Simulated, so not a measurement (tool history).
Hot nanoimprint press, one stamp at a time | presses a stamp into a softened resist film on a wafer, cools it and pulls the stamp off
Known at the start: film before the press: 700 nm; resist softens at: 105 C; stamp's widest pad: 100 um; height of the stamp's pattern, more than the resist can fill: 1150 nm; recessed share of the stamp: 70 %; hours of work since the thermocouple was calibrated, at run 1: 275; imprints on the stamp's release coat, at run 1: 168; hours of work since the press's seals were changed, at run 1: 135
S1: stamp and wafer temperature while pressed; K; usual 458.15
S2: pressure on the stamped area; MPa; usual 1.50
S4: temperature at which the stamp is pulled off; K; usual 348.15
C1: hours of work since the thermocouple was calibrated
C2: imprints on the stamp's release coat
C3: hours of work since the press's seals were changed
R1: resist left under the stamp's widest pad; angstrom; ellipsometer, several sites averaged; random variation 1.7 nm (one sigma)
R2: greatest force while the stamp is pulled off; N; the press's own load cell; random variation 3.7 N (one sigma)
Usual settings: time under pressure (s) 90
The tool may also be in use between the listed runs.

Run 1, hour 0.0: usual settings; C1 275; C2 168; C3 135. Result: R1 2569 angstrom, R2 180 N.
Run 2, hour 8.0: usual settings; C1 280; C2 200; C3 141. Result: R1 2583 angstrom, R2 175 N.
Run 3, hour 15.7: usual settings; C1 285; C2 231; C3 146. Result: R1 2553 angstrom, R2 176 N.
Run 4, hour 25.2: usual settings; C1 292; C2 269; C3 153. Result: R1 2529 angstrom, R2 187 N.
Run 5, hour 33.1: usual settings; C1 297; C2 301; C3 158. Result: R1 2568 angstrom, R2 180 N.
Run 6, hour 43.6: usual settings; C1 305; C2 343; C3 165. Result: R1 2574 angstrom, R2 184 N.
Run 7, hour 56.1: usual settings but S2 1.35 MPa; C1 313; C2 393; C3 174. Result: R1 2668 angstrom, R2 184 N.
Run 8, hour 66.0: usual settings but S2 1.35 MPa; C1 320; C2 433; C3 181. Result: R1 2696 angstrom, R2 185 N.
Run 9, hour 76.4: usual settings but S2 1.35 MPa; C1 327; C2 474; C3 188. Result: R1 2671 angstrom, R2 182 N.
Run 10, hour 87.2: usual settings but S2 1.35 MPa; C1 335; C2 518; C3 196. Result: R1 2703 angstrom, R2 191 N.
Run 11, hour 97.8: usual settings but S4 333.15 K; C1 342; C2 560; C3 203. Result: R1 2571 angstrom, R2 225 N.
Run 12, hour 103.9: usual settings but S4 333.15 K; C1 347; C2 585; C3 207. Result: R1 2561 angstrom, R2 219 N.
Run 13, hour 116.4: usual settings but S4 333.15 K; C1 355; C2 635; C3 216. Result: R1 2545 angstrom, R2 217 N.
Run 14, hour 128.1: usual settings but S4 337.15 K; C1 363; C2 682; C3 224. Result: R1 2540 angstrom, R2 213 N.
Run 15, hour 137.7: usual settings but S1 460.15 K, S2 1.05 MPa, time under pressure (s) 52; C1 370; C2 720; C3 231. Result: R1 3337 angstrom, R2 187 N.
Run 16, hour 149.0: usual settings but S1 448.15 K, S4 350.15 K; C1 378; C2 765; C3 238. Result: R1 4147 angstrom, R2 189 N.
At hour 152.9: plate thermocouple calibrated.
Run 17, hour 161.1: usual settings but S1 469.15 K, S2 2.40 MPa, time under pressure (s) 137; C1 6; C2 802; C3 245. Result: R1 921 angstrom, R2 199 N.
Run 18, hour 173.6: usual settings but S1 447.15 K, S2 1.17 MPa, time under pressure (s) 65, S4 336.15 K; C1 14; C2 852; C3 253. Result: R1 4938 angstrom, R2 212 N.
At hour 189.5: plate thermocouple calibrated, once more.
Run 19, hour 189.5: usual settings but S1 469.15 K, S2 1.17 MPa, time under pressure (s) 46, S4 337.15 K; C1 0; C2 904; C3 262. Result: R1 2334 angstrom, R2 216 N.
Run 20, hour 199.5: usual settings but S1 469.15 K, S2 1.17 MPa, time under pressure (s) 54, S4 337.15 K; C1 7; C2 944; C3 269. Result: R1 2205 angstrom, R2 220 N.
Run 21, hour 208.1: usual settings but S1 469.15 K, S2 1.17 MPa, time under pressure (s) 54, S4 337.15 K; C1 13; C2 978; C3 275. Result: R1 2172 angstrom, R2 223 N.
Run 22, hour 220.0: usual settings but S1 469.15 K, S2 1.17 MPa, time under pressure (s) 54, S4 337.15 K; C1 21; C2 1026; C3 283. Result: R1 2174 angstrom, R2 218 N.
Run 23, hour 230.9: usual settings but S1 469.15 K, S2 1.17 MPa, time under pressure (s) 54, S4 337.15 K; C1 29; C2 1070; C3 291. Result: R1 2184 angstrom, R2 224 N.
Run 24, hour 237.6: usual settings but S1 469.15 K, S2 1.73 MPa, time under pressure (s) 54, S4 351.15 K; C1 33; C2 1096; C3 296. Result: R1 1788 angstrom, R2 199 N.
Run 25, hour 246.4: usual settings but S1 455.15 K, S2 1.44 MPa, time under pressure (s) 80, S4 354.15 K; C1 39; C2 1132; C3 302. Result: R1 3307 angstrom, R2 188 N.
Run 26, hour 255.4: usual settings but S2 1.03 MPa, time under pressure (s) 89; C1 46; C2 1168; C3 308. Result: R1 3183 angstrom, R2 203 N.
Run 27, hour 266.5: usual settings but S2 1.91 MPa; C1 53; C2 1212; C3 316. Result: R1 2358 angstrom, R2 201 N.

Hidden state at the last listed run before each entry between runs and at the first one after, where it differs:
Between runs 16 and 17: plate thermocouple calibrated (hour 152.9)
  true temperature over the reading, C: 1.02 -> 1.67; pressure that arrives at the usual setting, %: 98.78 -> 98.74; grip of the stamp's worn release coat, % over a new coat's: 9.4 -> 9.8
  measured less the result without the state, R1: -171 -> -67 angstrom; R2: +14 -> +15 N
Between runs 18 and 19: plate thermocouple calibrated, once more (hour 189.5)
  true temperature over the reading, C: 1.7 -> 0.02; pressure that arrives at the usual setting, %: 98.69 -> 98.64; grip of the stamp's worn release coat, % over a new coat's: 10.4 -> 11.1
  measured less the result without the state, R1: -271 -> +11 angstrom; R2: +17 -> +22 N
